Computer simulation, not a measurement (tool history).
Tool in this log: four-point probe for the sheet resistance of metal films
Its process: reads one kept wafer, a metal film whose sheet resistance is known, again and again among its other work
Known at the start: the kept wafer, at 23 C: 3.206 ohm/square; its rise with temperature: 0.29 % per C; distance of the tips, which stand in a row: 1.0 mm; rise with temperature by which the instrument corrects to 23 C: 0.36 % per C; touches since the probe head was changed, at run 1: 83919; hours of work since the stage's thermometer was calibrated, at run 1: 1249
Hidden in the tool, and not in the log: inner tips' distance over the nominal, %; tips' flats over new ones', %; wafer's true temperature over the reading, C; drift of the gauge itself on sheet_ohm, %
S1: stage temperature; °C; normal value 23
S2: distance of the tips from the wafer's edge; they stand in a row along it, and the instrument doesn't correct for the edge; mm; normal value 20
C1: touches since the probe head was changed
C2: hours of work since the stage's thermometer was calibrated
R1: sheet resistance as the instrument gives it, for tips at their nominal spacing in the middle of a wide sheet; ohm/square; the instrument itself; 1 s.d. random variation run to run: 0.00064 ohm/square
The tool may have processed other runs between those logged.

run	hour	S1	S2	C1	C2	R1
1	0	23	20	83919	1249	3.208918
2	78.9	23	20	86617	1283	3.210075
3	146.1	23	20	88919	1312	3.211683
4	250.8	23	20	92501	1358	3.209489
5	330.1	23	20	95214	1392	3.210559
6	385.1	23	20	97098	1416	3.210878
7	470.8	23	5	100031	1454	3.273406
# hour 483.6: stage's thermometer calibrated
8	531.5	21	7	102089	21	3.245005
9	577.5	21	7	103663	41	3.24562
10	659.6	21	7	106473	77	3.24533
11	762.1	21	7	109981	121	3.244956
12	859.3	20	40	113308	163	3.214287
13	903	19	58	114801	182	3.215956

Across each entry between runs, compare the hidden state at the last listed run before it with the hidden state at the first listed run after it:
Between runs 7 and 8: stage's thermometer calibrated (hour 483.6)
  nothing in the hidden state changes from one run to the other
